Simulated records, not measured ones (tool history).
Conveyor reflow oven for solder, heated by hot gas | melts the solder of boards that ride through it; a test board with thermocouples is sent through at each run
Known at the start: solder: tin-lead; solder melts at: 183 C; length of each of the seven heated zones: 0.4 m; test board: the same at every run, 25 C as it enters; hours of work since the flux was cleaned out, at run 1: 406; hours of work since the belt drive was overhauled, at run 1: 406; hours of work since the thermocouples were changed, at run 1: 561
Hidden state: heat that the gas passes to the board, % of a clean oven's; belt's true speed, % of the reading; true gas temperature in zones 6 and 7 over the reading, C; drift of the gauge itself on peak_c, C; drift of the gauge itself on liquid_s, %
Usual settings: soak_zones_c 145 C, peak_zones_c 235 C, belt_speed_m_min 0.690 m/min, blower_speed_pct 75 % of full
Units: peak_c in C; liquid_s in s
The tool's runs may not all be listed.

run,hour,soak_zones_c,peak_zones_c,belt_speed_m_min,blower_speed_pct,hours of work since the flux was cleaned out,hours of work since the belt drive was overhauled,hours of work since the thermocouples were changed,peak_c,liquid_s
1,0.0,145,235,0.690,75,406,406,561,213.3,50.5
# hour 29.9: flux residue cleaned out of gas plates and filters
2,43.5,145,235,0.690,75,11,436,591,219.0,55.4
3,90.2,145,235,0.690,75,47,473,627,218.7,55.1
4,144.1,145,235,0.690,75,89,515,669,218.4,54.8
5,185.2,145,248,0.690,75,121,547,701,228.4,61.2
6,220.1,145,225,0.690,75,148,574,729,209.4,47.8
7,259.6,145,242,0.690,75,179,605,759,223.2,57.8
8,293.0,145,242,0.690,75,205,631,785,222.9,58.0
9,346.6,145,242,0.690,75,247,673,827,222.4,57.5
10,399.3,153,242,0.690,75,288,714,868,223.5,61.4
11,440.5,153,242,0.690,75,320,746,901,223.5,61.0
12,496.4,153,242,0.690,75,364,790,944,222.7,61.2
13,552.4,153,239,0.690,75,408,833,988,220.4,59.1
# hour 577.4: flux residue cleaned out of gas plates and filters
14,595.1,149,239,0.690,75,14,863,1017,224.7,60.8
15,655.5,149,239,0.690,75,61,910,1064,224.3,60.7
16,721.5,145,235,0.690,51,112,962,1116,209.3,46.2

Forecast run 17:
17,755.6,145,229,0.738,60,139,988,1142,?,?

Run 17 gave peak_c 206.2 C, liquid_s 40.6 s.
Without the tool's hidden state the same run would have given peak_c 204.2 C, liquid_s 38.1 s.

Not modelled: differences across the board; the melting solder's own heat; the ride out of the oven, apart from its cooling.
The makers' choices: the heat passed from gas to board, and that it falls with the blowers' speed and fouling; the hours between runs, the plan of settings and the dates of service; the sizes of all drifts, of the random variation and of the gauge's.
